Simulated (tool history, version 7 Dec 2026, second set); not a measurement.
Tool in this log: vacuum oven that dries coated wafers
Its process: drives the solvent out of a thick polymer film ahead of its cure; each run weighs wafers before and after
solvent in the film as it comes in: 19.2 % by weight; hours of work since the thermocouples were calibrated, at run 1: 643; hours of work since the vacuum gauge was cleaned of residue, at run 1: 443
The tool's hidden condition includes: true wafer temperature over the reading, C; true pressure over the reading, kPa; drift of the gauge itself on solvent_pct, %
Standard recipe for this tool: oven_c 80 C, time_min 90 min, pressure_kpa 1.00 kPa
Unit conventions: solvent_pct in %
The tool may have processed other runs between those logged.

run	day	oven_c	time_min	pressure_kpa	hours of work since the thermocouples were calibrated	hours of work since the vacuum gauge was cleaned of residue	solvent_pct
1	0.000	80	90	1.00	643	443	5.01
2	0.862	80	90	1.00	656	456	5.05
3	1.471	80	90	0.95	666	465	5.07
4	2.200	80	90	0.95	676	476	4.85
5	2.979	80	90	1.00	688	488	5.02
6	3.521	80	90	1.00	696	496	4.87
7	3.892	80	90	1.00	702	501	4.97
8	4.725	80	90	1.00	714	514	5.13
9	5.479	80	90	1.00	726	525	5.14
10	6.304	80	90	1.00	738	538	5.15
11	6.700	80	90	1.00	744	544	5.14
12	7.379	80	90	1.00	754	554	5.17
13	7.767	80	90	1.00	760	559	5.19
14	8.325	80	90	1.00	768	568	5.15
15	9.025	80	90	1.00	779	578	5.16
16	9.454	87	90	1.00	785	585	2.53
17	9.825	87	90	1.00	791	590	2.44
18	10.512	87	90	2.21	801	601	3.42
19	11.129	87	90	2.21	810	610	3.39
20	11.733	87	90	2.21	819	619	3.32
21	12.400	87	90	2.21	829	629	3.33
22	12.771	87	90	2.21	835	634	3.45
23	13.200	87	140	2.21	841	641	2.32
24	13.662	74	144	1.06	848	648	5.49
25	14.417	79	161	0.67	859	659	2.57
26	15.217	88	161	0.97	871	671	1.01
27	15.675	69	46	2.63	878	678	13.64
# day 15.788: vacuum gauge cleaned of residue and calibrated
28	16.558	68	46	2.29	891	12	13.61
29	17.025	94	46	2.53	898	19	3.92
30	17.862	94	134	1.07	910	31	0.81
# day 18.508: vacuum gauge cleaned of residue and calibrated, once more
31	18.758	94	134	1.07	923	4	0.75
32	19.346	80	154	1.00	931	13	2.73
33	19.975	91	81	1.00	941	22	1.81
34	20.600	91	119	1.00	950	31	1.02
35	21.408	91	119	1.00	962	43	0.97
36	22.246	91	119	1.00	975	56	1.04
37	22.729	80	154	1.05	982	63	2.80
38	23.379	80	154	3.36	992	73	5.11
39	24.092	80	154	3.36	1003	84	4.99
40	24.967	93	108	2.64	1016	97	1.80
41	25.679	93	108	2.64	1026	107	1.86

How the hidden state differs across the entries between the runs, from the last listed run before each to the first after it:
After run 27, before run 28: vacuum gauge cleaned of residue and calibrated (day 15.788)
  true wafer temperature over the reading, C: -1.8 -> -1.83; true pressure over the reading, kPa: 0.145 -> 0.197
  what was measured, less what the result would be without the hidden state, solvent_pct: +0.63 -> +0.65 %
After run 30, before run 31: vacuum gauge cleaned of residue and calibrated, once more (day 18.508)
  true wafer temperature over the reading, C: -1.87 -> -1.89; true pressure over the reading, kPa: 0.201 -> 0.001
  what was measured, less what the result would be without the hidden state, solvent_pct: +0.20 -> +0.09 %
